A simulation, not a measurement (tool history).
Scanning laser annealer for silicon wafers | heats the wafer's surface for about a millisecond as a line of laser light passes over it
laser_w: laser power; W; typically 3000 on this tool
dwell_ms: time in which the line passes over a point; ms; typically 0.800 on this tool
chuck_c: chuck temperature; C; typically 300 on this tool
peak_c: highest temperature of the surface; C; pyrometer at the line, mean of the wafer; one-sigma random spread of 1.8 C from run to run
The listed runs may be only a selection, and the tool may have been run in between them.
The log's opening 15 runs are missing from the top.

| run | hour | laser_w | dwell_ms | chuck_c | hours of work since the window was cleaned | hours of work since the power meter was calibrated | hours of work since the optics were aligned | peak_c |
|---|---|---|---|---|---|---|---|---|
|  | 125.8 | optics aligned, line set to its width |
| 16 | 135.9 | 3000 | 0.580 | 300 | 142 | 223 | 5 | 901 |
| 17 | 147.4 | 3000 | 0.580 | 300 | 147 | 228 | 10 | 905 |
| 18 | 152.8 | 3000 | 0.580 | 300 | 150 | 231 | 13 | 899 |
| 19 | 158.0 | 3000 | 0.800 | 300 | 152 | 233 | 15 | 1006 |
| 20 | 166.5 | 3000 | 0.800 | 300 | 156 | 237 | 19 | 1008 |
| 21 | 171.6 | 3000 | 0.715 | 289 | 158 | 239 | 21 | 957 |
| 22 | 180.0 | 2936 | 0.854 | 293 | 162 | 243 | 25 | 1010 |
| 23 | 189.1 | 2857 | 0.902 | 300 | 166 | 248 | 30 | 1014 |
| 24 | 198.8 | 3299 | 0.584 | 261 | 171 | 252 | 34 | 923 |
| 25 | 207.9 | 3299 | 0.584 | 261 | 175 | 256 | 38 | 922 |
| 26 | 218.6 | 3299 | 0.722 | 338 | 180 | 261 | 43 | 1077 |
| 27 | 225.1 | 3000 | 0.959 | 313 | 183 | 265 | 46 | 1086 |
| 28 | 230.5 | 2710 | 0.800 | 300 | 186 | 267 | 49 | 940 |
| 29 | 241.8 | 3282 | 0.800 | 300 | 191 | 272 | 54 | 1070 |
| 30 | 250.3 | 2839 | 0.942 | 268 | 195 | 276 | 58 | 991 |
| 31 | 261.0 | 2839 | 0.942 | 268 | 200 | 281 | 63 | 994 |
| 32 | 267.9 | 2730 | 0.834 | 300 | 203 | 285 | 67 | 958 |
| 33 | 279.9 | 2730 | 0.759 | 300 | 209 | 290 | 72 | 925 |
| 34 | 287.6 | 3000 | 0.921 | 300 | 213 | 294 | 76 | 1057 |
| 35 | 298.4 | 3107 | 0.797 | 265 | 218 | 299 | 81 | 990 |
| 36 | 309.1 | 3049 | 0.610 | 263 | 223 | 304 | 86 | 892 |
| 37 | 316.3 | 3106 | 0.634 | 263 | 226 | 307 | 89 | 910 |
| 38 | 322.7 | 2708 | 0.719 | 263 | 229 | 310 | 92 | 867 |
| 39 | 331.6 | 2708 | 0.719 | 263 | 233 | 314 | 96 | 868 |
| 40 | 342.0 | 3000 | 0.800 | 300 | 238 | 319 | 101 | 1002 |

What if the next run were any one of these 5? Each begins from the tool's condition after run 40:
| A | 347.9 | 3172 | 0.800 | 300 | 241 | 322 | 104 | ? |
| B | 347.9 | 3050 | 0.583 | 325 | 241 | 322 | 104 | ? |
| C | 347.9 | 3064 | 0.695 | 304 | 241 | 322 | 104 | ? |
| D | 347.9 | 2576 | 0.902 | 300 | 241 | 322 | 104 | ? |
| E | 347.9 | 3000 | 0.857 | 266 | 241 | 322 | 104 | ? |

| run | peak_c |
|---|---|
| A | 1043 |
| B | 933 |
| C | 974 |
| D | 943 |
| E | 993 |
Stripped of hidden state, with their random variation kept, the same runs would have yielded:
| run | peak_c |
|---|---|
| A | 1055 |
| B | 943 |
| C | 985 |
| D | 954 |
| E | 1005 |
